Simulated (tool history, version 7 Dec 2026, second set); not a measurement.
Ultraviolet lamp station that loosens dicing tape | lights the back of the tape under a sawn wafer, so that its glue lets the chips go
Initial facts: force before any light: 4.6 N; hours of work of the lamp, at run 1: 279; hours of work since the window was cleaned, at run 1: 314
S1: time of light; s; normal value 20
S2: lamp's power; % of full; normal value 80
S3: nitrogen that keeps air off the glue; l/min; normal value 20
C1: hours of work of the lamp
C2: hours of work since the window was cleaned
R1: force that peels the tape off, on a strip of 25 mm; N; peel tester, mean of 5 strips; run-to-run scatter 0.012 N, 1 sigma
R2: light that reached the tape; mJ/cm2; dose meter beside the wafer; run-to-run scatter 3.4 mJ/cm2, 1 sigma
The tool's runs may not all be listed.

run	hour	S1	S2	S3	C1	C2	R1	R2
1	0.0	20	80	20	279	314	0.770	450
2	9.6	20	80	20	285	320	0.755	451
3	26.9	20	80	20	296	332	0.755	443
# hour 29.2: window cleaned of glue's vapour
4	43.9	20	80	20	307	10	0.894	391
5	58.4	20	80	20	317	19	0.923	386
# hour 62.9: window cleaned of glue's vapour, once more
6	74.1	11	80	9	327	7	1.932	281
7	92.7	34	70	22	339	19	0.262	747
8	106.8	13	61	10	348	29	2.004	247
9	117.1	13	72	10	355	35	1.825	290
10	132.4	13	72	10	365	45	1.734	293

Here are 4 independent what-if runs from the current tool condition. What would each one return?
A	148.6	13	75	10	375	56	?	?
B	148.6	23	80	30	375	56	?	?
C	148.6	13	87	10	375	56	?	?
D	148.6	23	88	30	375	56	?	?

run	R1	R2
A	1.690	294
B	0.384	567
C	1.500	347
D	0.328	620
The same runs, with their run-to-run variation unchanged, on a tool lacking any hidden condition would have given:
run	R1	R2
A	1.540	323
B	0.322	622
C	1.349	381
D	0.276	680
